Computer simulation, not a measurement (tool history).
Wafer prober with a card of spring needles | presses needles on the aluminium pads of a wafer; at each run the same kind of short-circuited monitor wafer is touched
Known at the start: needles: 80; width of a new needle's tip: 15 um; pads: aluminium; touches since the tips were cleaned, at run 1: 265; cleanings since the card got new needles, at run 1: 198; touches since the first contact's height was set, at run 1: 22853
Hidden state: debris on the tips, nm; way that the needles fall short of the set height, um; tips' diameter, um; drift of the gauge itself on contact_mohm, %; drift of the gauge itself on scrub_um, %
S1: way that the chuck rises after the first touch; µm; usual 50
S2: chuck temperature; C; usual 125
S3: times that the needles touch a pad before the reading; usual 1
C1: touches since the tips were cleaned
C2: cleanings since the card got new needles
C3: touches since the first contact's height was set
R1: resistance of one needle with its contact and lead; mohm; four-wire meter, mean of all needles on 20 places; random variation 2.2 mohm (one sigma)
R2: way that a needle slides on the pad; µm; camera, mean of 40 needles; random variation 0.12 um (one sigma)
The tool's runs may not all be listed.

run,hour,S1,S2,S3,C1,C2,C3,R1,R2
1,0,50,125,1,265,198,22853,289,12.41
# hour 4.8: tips cleaned on abrasive film
# hour 9.6: tips cleaned on abrasive film
# hour 15.5: tips cleaned on abrasive film
# hour 21.5: tips cleaned on abrasive film
# hour 27.1: tips cleaned on abrasive film
2,27.1,50,125,1,0,203,34793,274,12.2
# hour 33.1: tips cleaned on abrasive film
# hour 39.1: tips cleaned on abrasive film
# hour 43.9: tips cleaned on abrasive film
# hour 49.8: tips cleaned on abrasive film
# hour 54.6: tips cleaned on abrasive film
# hour 60.6: tips cleaned on abrasive film
# hour 65.4: tips cleaned on abrasive film
3,68.9,35,125,1,1592,210,53195,608,8.29
# hour 70.2: tips cleaned on abrasive film
# hour 76.2: tips cleaned on abrasive film
# hour 82.1: tips cleaned on abrasive film
# hour 88.1: tips cleaned on abrasive film
# hour 94.1: tips cleaned on abrasive film
# hour 99.6: tips cleaned on abrasive film
4,99.6,35,125,1,0,216,66680,326,8.16
# hour 104.4: tips cleaned on abrasive film
# hour 110.4: tips cleaned on abrasive film
# hour 115.1: tips cleaned on abrasive film
# hour 121.1: tips cleaned on abrasive film
# hour 127.1: tips cleaned on abrasive film
5,127.8,50,125,1,343,221,79106,324,11.65
# hour 132.6: tips cleaned on abrasive film
# hour 138.6: tips cleaned on abrasive film
# hour 143.4: tips cleaned on abrasive film
# hour 149.3: tips cleaned on abrasive film
# hour 155.3: tips cleaned on abrasive film
# hour 161.2: tips cleaned on abrasive film
# hour 167.2: tips cleaned on abrasive film
6,169,50,125,1,814,228,97255,382,11.55
# hour 172.6: tips cleaned on abrasive film
# hour 173.9: tips cleaned on abrasive film, once more
# hour 179.9: tips cleaned on abrasive film
# hour 184.7: tips cleaned on abrasive film
# hour 190.6: tips cleaned on abrasive film
# hour 195.4: tips cleaned on abrasive film
7,198.9,50,125,1,1557,234,110368,443,11.36
# hour 201.3: tips cleaned on abrasive film
# hour 206.1: tips cleaned on abrasive film
# hour 212.1: tips cleaned on abrasive film
# hour 218: tips cleaned on abrasive film
# hour 221.9: height of the first contact set anew
# hour 223.1: tips cleaned on abrasive film
# hour 229.1: tips cleaned on abrasive film
8,233.4,50,87,1,1951,240,5103,443,12.56
# hour 234.7: tips cleaned on abrasive film
# hour 240.7: tips cleaned on abrasive film
# hour 245.5: tips cleaned on abrasive film
# hour 251.4: tips cleaned on abrasive film
# hour 257.4: tips cleaned on abrasive film
# hour 263.4: tips cleaned on abrasive film
# hour 269.3: tips cleaned on abrasive film
# hour 275.3: tips cleaned on abrasive film
9,276.6,50,64,2,614,248,24104,314,12.32
# hour 280.3: tips cleaned on abrasive film
# hour 286.2: tips cleaned on abrasive film
# hour 292.2: tips cleaned on abrasive film
10,294.8,52,105,2,1168,251,32101,337,12.72
# hour 297.2: tips cleaned on abrasive film
# hour 302: tips cleaned on abrasive film
# hour 308: tips cleaned on abrasive film
# hour 313.9: tips cleaned on abrasive film
# hour 319.9: tips cleaned on abrasive film
# hour 325.9: tips cleaned on abrasive film
11,329.3,35,63,2,1534,257,47291,497,8.16

How the hidden state differs across the entries between the runs, from the last listed run before each to the first after it:
Between runs 1 and 2: tips cleaned on abrasive film (hour 4.8); tips cleaned on abrasive film (hour 9.6); tips cleaned on abrasive film (hour 15.5); tips cleaned on abrasive film (hour 21.5); tips cleaned on abrasive film (hour 27.1)
  debris on the tips, nm: 15 -> 3.3; way that the needles fall short of the set height, um: 1.06 -> 1.94; tips' diameter, um: 22.32 -> 26.25
  measured less the result without the state, R1: +36 -> +20 mohm; R2: -0.27 -> -0.49 µm
Between runs 2 and 3: tips cleaned on abrasive film (hour 33.1); tips cleaned on abrasive film (hour 39.1); tips cleaned on abrasive film (hour 43.9); tips cleaned on abrasive film (hour 49.8); tips cleaned on abrasive film (hour 54.6); tips cleaned on abrasive film (hour 60.6); tips cleaned on abrasive film (hour 65.4)
  debris on the tips, nm: 3.3 -> 55.4; way that the needles fall short of the set height, um: 1.94 -> 2.72; tips' diameter, um: 26.25 -> 26.52
  measured less the result without the state, R1: +20 -> +349 mohm; R2: -0.49 -> -0.69 µm
Between runs 3 and 4: tips cleaned on abrasive film (hour 70.2); tips cleaned on abrasive film (hour 76.2); tips cleaned on abrasive film (hour 82.1); tips cleaned on abrasive film (hour 88.1); tips cleaned on abrasive film (hour 94.1); tips cleaned on abrasive film (hour 99.6)
  debris on the tips, nm: 55.4 -> 8.4; way that the needles fall short of the set height, um: 2.72 -> 3.35; tips' diameter, um: 26.52 -> 26.74
  measured less the result without the state, R1: +349 -> +71 mohm; R2: -0.69 -> -0.84 µm
Between runs 4 and 5: tips cleaned on abrasive film (hour 104.4); tips cleaned on abrasive film (hour 110.4); tips cleaned on abrasive film (hour 115.1); tips cleaned on abrasive film (hour 121.1); tips cleaned on abrasive film (hour 127.1)
  debris on the tips, nm: 8.4 -> 21.3; way that the needles fall short of the set height, um: 3.35 -> 3.85; tips' diameter, um: 26.74 -> 26.92
  measured less the result without the state, R1: +71 -> +77 mohm; R2: -0.84 -> -0.97 µm
Between runs 5 and 6: tips cleaned on abrasive film (hour 132.6); tips cleaned on abrasive film (hour 138.6); tips cleaned on abrasive film (hour 143.4); tips cleaned on abrasive film (hour 149.3); tips cleaned on abrasive film (hour 155.3); tips cleaned on abrasive film (hour 161.2); tips cleaned on abrasive film (hour 167.2)
  debris on the tips, nm: 21.3 -> 37.1; way that the needles fall short of the set height, um: 3.85 -> 4.62; tips' diameter, um: 26.92 -> 27.19
  measured less the result without the state, R1: +77 -> +132 mohm; R2: -0.97 -> -1.16 µm
Between runs 6 and 7: tips cleaned on abrasive film (hour 172.6); tips cleaned on abrasive film, once more (hour 173.9); tips cleaned on abrasive film (hour 179.9); tips cleaned on abrasive film (hour 184.7); tips cleaned on abrasive film (hour 190.6); tips cleaned on abrasive film (hour 195.4)
  debris on the tips, nm: 37.1 -> 54.9; way that the needles fall short of the set height, um: 4.62 -> 5.17; tips' diameter, um: 27.19 -> 27.38
  measured less the result without the state, R1: +132 -> +194 mohm; R2: -1.16 -> -1.31 µm
Between runs 7 and 8: tips cleaned on abrasive film (hour 201.3); tips cleaned on abrasive film (hour 206.1); tips cleaned on abrasive film (hour 212.1); tips cleaned on abrasive film (hour 218); height of the first contact set anew (hour 221.9); tips cleaned on abrasive film (hour 223.1); tips cleaned on abrasive film (hour 229.1)
  debris on the tips, nm: 54.9 -> 66.5; way that the needles fall short of the set height, um: 5.17 -> 0.21; tips' diameter, um: 27.38 -> 27.6
  measured less the result without the state, R1: +194 -> +204 mohm; R2: -1.31 -> -0.06 µm
Between runs 8 and 9: tips cleaned on abrasive film (hour 234.7); tips cleaned on abrasive film (hour 240.7); tips cleaned on abrasive film (hour 245.5); tips cleaned on abrasive film (hour 251.4); tips cleaned on abrasive film (hour 257.4); tips cleaned on abrasive film (hour 263.4); tips cleaned on abrasive film (hour 269.3); tips cleaned on abrasive film (hour 275.3)
  debris on the tips, nm: 66.5 -> 33.6; way that the needles fall short of the set height, um: 0.21 -> 1.06; tips' diameter, um: 27.6 -> 27.9
  measured less the result without the state, R1: +204 -> +76 mohm; R2: -0.06 -> -0.27 µm
Between runs 9 and 10: tips cleaned on abrasive film (hour 280.3); tips cleaned on abrasive film (hour 286.2); tips cleaned on abrasive film (hour 292.2)
  debris on the tips, nm: 33.6 -> 48.3; way that the needles fall short of the set height, um: 1.06 -> 1.3; tips' diameter, um: 27.9 -> 27.98
  measured less the result without the state, R1: +76 -> +92 mohm; R2: -0.27 -> -0.33 µm
Between runs 10 and 11: tips cleaned on abrasive film (hour 297.2); tips cleaned on abrasive film (hour 302); tips cleaned on abrasive film (hour 308); tips cleaned on abrasive film (hour 313.9); tips cleaned on abrasive film (hour 319.9); tips cleaned on abrasive film (hour 325.9)
  debris on the tips, nm: 48.3 -> 55.3; way that the needles fall short of the set height, um: 1.3 -> 1.94; tips' diameter, um: 27.98 -> 28.2
  measured less the result without the state, R1: +92 -> +253 mohm; R2: -0.33 -> -0.49 µm
